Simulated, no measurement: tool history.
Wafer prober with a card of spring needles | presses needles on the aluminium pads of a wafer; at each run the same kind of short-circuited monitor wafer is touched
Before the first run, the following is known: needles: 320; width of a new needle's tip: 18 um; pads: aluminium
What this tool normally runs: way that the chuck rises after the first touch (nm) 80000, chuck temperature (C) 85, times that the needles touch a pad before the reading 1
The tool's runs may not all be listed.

run    hour  way that the chuck rises after the first touch (nm)  chuck temperature (C)  times that the needles touch a pad before the reading  resistance of one needle with its contact and lead (mohm)  way that a needle slides on the pad (nm)
  1     0.0                                                80000                     85                                                      1                                                        191                                     19120
        7.4  -- tips cleaned on abrasive film
       22.2  -- tips cleaned on abrasive film
       37.0  -- tips cleaned on abrasive film
       51.8  -- tips cleaned on abrasive film
  2    53.2                                                80000                     85                                                      1                                                        188                                     19220
       68.0  -- tips cleaned on abrasive film
       82.8  -- tips cleaned on abrasive film
       97.6  -- tips cleaned on abrasive film
      112.3  -- tips cleaned on abrasive film
  3   116.8                                                80000                     85                                                      1                                                        189                                     19140
      127.9  -- tips cleaned on abrasive film
      142.7  -- tips cleaned on abrasive film
      160.8  -- tips cleaned on abrasive film
      178.7  -- tips cleaned on abrasive film
  4   180.0                                                80000                     85                                                      1                                                        188                                     19180
      187.6  -- height of the first contact set anew
      195.0  -- tips cleaned on abrasive film
      213.0  -- tips cleaned on abrasive film
      227.8  -- tips cleaned on abrasive film
      242.5  -- tips cleaned on abrasive film
  5   244.7                                                83000                     85                                                      1                                                        190                                     19910
      259.5  -- tips cleaned on abrasive film
      274.3  -- tips cleaned on abrasive film
      291.8  -- tips cleaned on abrasive film
  6   291.8                                                80000                     85                                                      1                                                        189                                     19200
      306.6  -- tips cleaned on abrasive film
      321.4  -- tips cleaned on abrasive film
      339.3  -- tips cleaned on abrasive film
      354.9  -- tips cleaned on abrasive film
  7   354.9                                                82000                     85                                                      1                                                        188                                     19660
      369.7  -- tips cleaned on abrasive film
      384.4  -- tips cleaned on abrasive film
      399.2  -- tips cleaned on abrasive film
      415.8  -- tips cleaned on abrasive film
  8   415.8                                                80000                     85                                                      1                                                        188                                     19190
      430.6  -- tips cleaned on abrasive film
      448.5  -- tips cleaned on abrasive film
  9   448.5                                                80000                     85                                                      1                                                        190                                     19200
      463.3  -- tips cleaned on abrasive film
      480.8  -- tips cleaned on abrasive film
 10   480.8                                                94000                     85                                                      1                                                        187                                     22510
      492.1  -- height of the first contact set anew
      495.9  -- tips cleaned on abrasive film
      510.7  -- tips cleaned on abrasive film
      529.0  -- tips cleaned on abrasive film
 11   538.5                                                94000                     85                                                      1                                                        186                                     22510
      545.8  -- tips cleaned on abrasive film
      560.6  -- tips cleaned on abrasive film
      579.0  -- tips cleaned on abrasive film
 12   579.0                                                94000                     85                                                      1                                                        186                                     22610
      597.1  -- tips cleaned on abrasive film
      611.9  -- tips cleaned on abrasive film
 13   620.2                                                80000                     68                                                      1                                                        190                                     19260
      627.7  -- tips cleaned on abrasive film
      642.5  -- tips cleaned on abrasive film
      657.3  -- tips cleaned on abrasive film
      674.9  -- tips cleaned on abrasive film
 14   680.4                                                80000                     51                                                      2                                                        182                                     19220
      691.5  -- tips cleaned on abrasive film
      709.5  -- tips cleaned on abrasive film
      725.2  -- tips cleaned on abrasive film
 15   725.2                                                80000                     51                                                      2                                                        180                                     19140
      743.1  -- tips cleaned on abrasive film
      761.6  -- tips cleaned on abrasive film
      779.7  -- tips cleaned on abrasive film
      794.5  -- height of the first contact set anew
      798.3  -- tips cleaned on abrasive film
 16   801.1                                                92000                     51                                                      2                                                        179                                     22200
      815.5  -- tips cleaned on abrasive film
      833.5  -- tips cleaned on abrasive film
      851.5  -- tips cleaned on abrasive film
      869.5  -- tips cleaned on abrasive film
 17   878.7                                                69000                     59                                                      1                                                        186                                     16630
      886.1  -- tips cleaned on abrasive film
      900.9  -- tips cleaned on abrasive film
 18   911.0                                                68000                     29                                                      1                                                        183                                     16400
      918.4  -- tips cleaned on abrasive film
      936.9  -- tips cleaned on abrasive film
      954.6  -- tips cleaned on abrasive film
      973.1  -- tips cleaned on abrasive film
 19   983.0                                                68000                     29                                                      1                                                        180                                     16330
      990.5  -- tips cleaned on abrasive film
     1005.3  -- tips cleaned on abrasive film
     1023.2  -- tips cleaned on abrasive film
     1038.0  -- tips cleaned on abrasive film
     1056.1  -- tips cleaned on abrasive film
 20  1059.5                                                98000                     62                                                      2                                                        183                                     23580
     1074.3  -- tips cleaned on abrasive film
     1089.0  -- tips cleaned on abrasive film
     1096.5  -- height of the first contact set anew
     1107.1  -- tips cleaned on abrasive film
     1125.2  -- tips cleaned on abrasive film
 21  1136.7                                                80000                     85                                                      1                                                        191                                     19330
     1140.4  -- tips cleaned on abrasive film
     1155.2  -- tips cleaned on abrasive film
     1173.6  -- tips cleaned on abrasive film
     1192.0  -- tips cleaned on abrasive film
     1209.7  -- tips cleaned on abrasive film
 22  1214.7                                                88000                     47                                                      1                                                        179                                     21290
     1225.2  -- tips cleaned on abrasive film
     1240.0  -- tips cleaned on abrasive film
 23  1246.5                                                60000                     76                                                      1                                                        190                                     14450
     1257.6  -- tips cleaned on abrasive film
     1275.7  -- tips cleaned on abrasive film
     1294.0  -- tips cleaned on abrasive film
     1308.8  -- tips cleaned on abrasive film
 24  1318.6                                                93000                     75                                                      1                                                        185                                     22540
     1326.1  -- tips cleaned on abrasive film
     1343.9  -- tips cleaned on abrasive film
     1361.7  -- tips cleaned on abrasive film
 25  1361.7                                                64000                     74                                                      2                                                        192                                     15490

Below are 3 alternative next runs, each starting from the tool's condition after run 25. Predict each:
     1379.6  -- tips cleaned on abrasive film
     1394.8  -- tips cleaned on abrasive film
  A  1394.8                                                64000                     74                                                      2                                                          ?                                         ?
     1379.6  -- tips cleaned on abrasive film
     1394.8  -- tips cleaned on abrasive film
  B  1394.8                                                72000                     28                                                      2                                                          ?                                         ?
     1379.6  -- tips cleaned on abrasive film
     1394.8  -- tips cleaned on abrasive film
  C  1394.8                                                80000                     42                                                      2                                                          ?                                         ?

run  resistance of one needle with its contact and lead (mohm)  way that a needle slides on the pad (nm)
  A                                                        193                                     15460
  B                                                        183                                     17460
  C                                                        179                                     19370
Without the tool's unlogged condition, the same runs would have read:
run  resistance of one needle with its contact and lead (mohm)  way that a needle slides on the pad (nm)
  A                                                        193                                     15260
  B                                                        183                                     17230
  C                                                        179                                     19120
